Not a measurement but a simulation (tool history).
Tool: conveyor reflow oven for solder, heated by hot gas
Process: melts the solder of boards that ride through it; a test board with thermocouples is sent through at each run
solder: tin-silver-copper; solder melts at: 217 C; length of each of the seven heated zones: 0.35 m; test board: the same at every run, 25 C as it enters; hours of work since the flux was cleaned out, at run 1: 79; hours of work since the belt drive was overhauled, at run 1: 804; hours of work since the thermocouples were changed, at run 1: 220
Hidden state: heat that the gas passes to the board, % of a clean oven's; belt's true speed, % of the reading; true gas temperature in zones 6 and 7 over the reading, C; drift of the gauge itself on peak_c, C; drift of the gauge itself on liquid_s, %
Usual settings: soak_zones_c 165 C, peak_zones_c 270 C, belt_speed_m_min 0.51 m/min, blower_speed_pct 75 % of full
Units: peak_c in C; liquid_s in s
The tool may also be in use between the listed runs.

run	hour	soak_zones_c	peak_zones_c	belt_speed_m_min	blower_speed_pct	hours of work since the flux was cleaned out	hours of work since the belt drive was overhauled	hours of work since the thermocouples were changed	peak_c	liquid_s
1	0	165	270	0.51	75	79	804	220	255.5	62
2	28	165	270	0.51	75	100	825	241	255.1	62.2
3	61.3	165	270	0.51	75	124	850	266	255.3	61.7
4	94.4	165	270	0.51	75	149	875	291	254.2	61.8
5	122.6	165	270	0.51	75	170	896	312	254.7	61.5
# hour 128.2: belt drive overhauled, speed set with a stopwatch
6	155.6	165	270	0.51	75	192	20	333	254.8	62.4
7	177.8	165	270	0.51	75	208	37	350	254.1	61.9
8	210	165	281	0.51	51	232	61	374	256.3	62.3
9	232.7	165	281	0.51	51	249	78	391	256.6	62.2
# hour 239.3: belt drive overhauled, speed set with a stopwatch, once more
# hour 246.6: flux residue cleaned out of gas plates and filters
10	266	165	281	0.51	51	14	16	409	256.6	61
11	294.9	151	270	0.562	57	36	38	430	242.4	39.3
12	318.4	174	281	0.421	60	53	55	448	268	87.7
13	337.7	166	270	0.597	70	68	70	462	248.1	46

3 ways to go on from here, each from the tool as it stands after run 13. What would each give?
A	352.2	165	258	0.51	50	79	80	473	?	?
B	352.2	165	270	0.555	75	79	80	473	?	?
C	352.2	158	270	0.51	75	79	80	473	?	?

run	peak_c	liquid_s
A	236.4	40.5
B	251.8	53.5
C	253.5	57.6
Without the tool's hidden state the same runs would have given:
run	peak_c	liquid_s
A	237.6	42.3
B	253.3	54.7
C	255	58.9
